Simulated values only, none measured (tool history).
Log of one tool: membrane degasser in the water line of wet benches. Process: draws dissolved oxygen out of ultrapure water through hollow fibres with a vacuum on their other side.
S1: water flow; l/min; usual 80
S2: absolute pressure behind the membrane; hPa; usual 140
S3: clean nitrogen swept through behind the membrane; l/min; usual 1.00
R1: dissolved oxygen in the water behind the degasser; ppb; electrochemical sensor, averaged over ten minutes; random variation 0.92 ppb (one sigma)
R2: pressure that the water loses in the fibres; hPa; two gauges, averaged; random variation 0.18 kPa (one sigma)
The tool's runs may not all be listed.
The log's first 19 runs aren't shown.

{"run": 20, "hour": 3767.9, "S1": 101, "S2": 140, "S3": 1.0, "R1": 1497.1, "R2": 412.4}
{"run": 21, "hour": 3964.0, "S1": 59, "S2": 118, "S3": 1.0, "R1": 864.6, "R2": 243.0}
{"run": 22, "hour": 4259.5, "S1": 59, "S2": 118, "S3": 1.0, "R1": 863.6, "R2": 241.8}
{"run": 23, "hour": 4445.2, "S1": 59, "S2": 118, "S3": 1.0, "R1": 864.2, "R2": 242.0}
{"run": 24, "hour": 4747.3, "S1": 59, "S2": 118, "S3": 1.0, "R1": 865.7, "R2": 243.9}
{"run": 25, "hour": 5006.1, "S1": 59, "S2": 118, "S3": 1.0, "R1": 866.0, "R2": 241.2}
{"run": 26, "hour": 5180.6, "S1": 59, "S2": 127, "S3": 1.82, "R1": 611.7, "R2": 246.6}
{"run": 27, "hour": 5490.2, "S1": 79, "S2": 141, "S3": 0.8, "R1": 1484.2, "R2": 326.0}
{"run": 28, "hour": 5774.8, "S1": 50, "S2": 194, "S3": 1.0, "R1": 1353.9, "R2": 207.4}
{"run": 29, "hour": 6034.6, "S1": 50, "S2": 194, "S3": 1.0, "R1": 1356.2, "R2": 210.0}
{"run": 30, "hour": 6253.1, "S1": 50, "S2": 142, "S3": 1.89, "R1": 595.3, "R2": 205.0}
{"run": 31, "hour": 6460.0, "S1": 107, "S2": 314, "S3": 1.89, "R1": 2321.9, "R2": 446.2}

Forecast each of these 5 alternatives for the next run:
{"run": "A", "hour": 6639.8, "S1": 126, "S2": 140, "S3": 2.55, "R1": "?", "R2": "?"}
{"run": "B", "hour": 6639.8, "S1": 107, "S2": 87, "S3": 1.89, "R1": "?", "R2": "?"}
{"run": "C", "hour": 6639.8, "S1": 107, "S2": 127, "S3": 1.52, "R1": "?", "R2": "?"}
{"run": "D", "hour": 6639.8, "S1": 80, "S2": 122, "S3": 0.57, "R1": "?", "R2": "?"}
{"run": "E", "hour": 6639.8, "S1": 87, "S2": 140, "S3": 1.0, "R1": "?", "R2": "?"}

run=A R1=985.4 R2=524.5
run=B R1=586.3 R2=444.2
run=C R1=1090.9 R2=441.0
run=D R1=1523.9 R2=333.6
run=E R1=1373.7 R2=363.3
Without the tool's hidden state the same runs would have given:
run=A R1=960.0 R2=485.2
run=B R1=563.5 R2=410.9
run=C R1=1068.9 R2=407.9
run=D R1=1505.3 R2=308.6
run=E R1=1356.1 R2=336.2
